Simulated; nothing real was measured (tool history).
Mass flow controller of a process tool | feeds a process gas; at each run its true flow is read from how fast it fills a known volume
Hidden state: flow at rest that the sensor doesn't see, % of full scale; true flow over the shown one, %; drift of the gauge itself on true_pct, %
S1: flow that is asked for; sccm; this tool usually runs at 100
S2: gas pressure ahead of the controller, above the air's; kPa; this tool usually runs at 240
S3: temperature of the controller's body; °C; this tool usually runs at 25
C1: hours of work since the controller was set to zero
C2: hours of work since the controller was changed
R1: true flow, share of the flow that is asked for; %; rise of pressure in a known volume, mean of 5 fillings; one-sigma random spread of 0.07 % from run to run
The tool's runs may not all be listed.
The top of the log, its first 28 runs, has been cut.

{"run": 29, "hour": 5140.8, "S1": 40, "S2": 164, "S3": 28, "C1": 2302, "C2": 2302, "R1": 99.01}
{"run": 30, "hour": 5356.1, "S1": 40, "S2": 164, "S3": 28, "C1": 2395, "C2": 2395, "R1": 99.27}
{"hour": 5374.6, "done": "controller's zero set anew"}
{"run": 31, "hour": 5612.0, "S1": 40, "S2": 164, "S3": 28, "C1": 103, "C2": 2507, "R1": 99.43}
{"hour": 5784.9, "done": "controller's zero set anew, once more"}
{"run": 32, "hour": 5864.6, "S1": 40, "S2": 164, "S3": 28, "C1": 35, "C2": 2616, "R1": 98.85}
{"run": 33, "hour": 5984.8, "S1": 124, "S2": 240, "S3": 31, "C1": 87, "C2": 2669, "R1": 100.06}
{"run": 34, "hour": 6131.9, "S1": 28, "S2": 196, "S3": 34, "C1": 151, "C2": 2733, "R1": 98.92}
{"run": 35, "hour": 6269.8, "S1": 100, "S2": 278, "S3": 26, "C1": 211, "C2": 2793, "R1": 100.48}
{"run": 36, "hour": 6515.9, "S1": 100, "S2": 278, "S3": 26, "C1": 318, "C2": 2900, "R1": 100.58}
{"run": 37, "hour": 6687.2, "S1": 103, "S2": 217, "S3": 30, "C1": 393, "C2": 2974, "R1": 99.95}
{"run": 38, "hour": 6955.9, "S1": 69, "S2": 161, "S3": 24, "C1": 510, "C2": 3091, "R1": 99.46}
{"run": 39, "hour": 7169.1, "S1": 58, "S2": 240, "S3": 30, "C1": 602, "C2": 3184, "R1": 99.96}
{"run": 40, "hour": 7394.1, "S1": 147, "S2": 261, "S3": 28, "C1": 700, "C2": 3282, "R1": 100.91}
{"run": 41, "hour": 7591.3, "S1": 147, "S2": 261, "S3": 28, "C1": 786, "C2": 3368, "R1": 100.8}
{"run": 42, "hour": 7792.6, "S1": 147, "S2": 261, "S3": 28, "C1": 874, "C2": 3455, "R1": 100.98}
{"run": 43, "hour": 7901.5, "S1": 116, "S2": 149, "S3": 33, "C1": 921, "C2": 3503, "R1": 99.56}
{"run": 44, "hour": 8143.5, "S1": 100, "S2": 212, "S3": 31, "C1": 1026, "C2": 3608, "R1": 99.97}
{"run": 45, "hour": 8304.6, "S1": 100, "S2": 187, "S3": 29, "C1": 1097, "C2": 3678, "R1": 99.96}
{"run": 46, "hour": 8562.9, "S1": 82, "S2": 226, "S3": 29, "C1": 1209, "C2": 3791, "R1": 100.1}
{"run": 47, "hour": 8704.1, "S1": 78, "S2": 166, "S3": 26, "C1": 1270, "C2": 3852, "R1": 99.69}
{"run": 48, "hour": 8952.6, "S1": 134, "S2": 251, "S3": 36, "C1": 1379, "C2": 3960, "R1": 100.52}

Branching from run 48: 3 alternative next runs. What would each branch give?
{"run": "A", "hour": 9118.6, "S1": 164, "S2": 195, "S3": 20, "C1": 1451, "C2": 4032, "R1": "?"}
{"run": "B", "hour": 9118.6, "S1": 83, "S2": 210, "S3": 23, "C1": 1451, "C2": 4032, "R1": "?"}
{"run": "C", "hour": 9118.6, "S1": 134, "S2": 148, "S3": 32, "C1": 1451, "C2": 4032, "R1": "?"}

run=A R1=100.96
run=B R1=100.5
run=C R1=100.15
What these runs would have given with no unlogged condition in the tool:
run=A R1=99.76
run=B R1=99.18
run=C R1=98.91

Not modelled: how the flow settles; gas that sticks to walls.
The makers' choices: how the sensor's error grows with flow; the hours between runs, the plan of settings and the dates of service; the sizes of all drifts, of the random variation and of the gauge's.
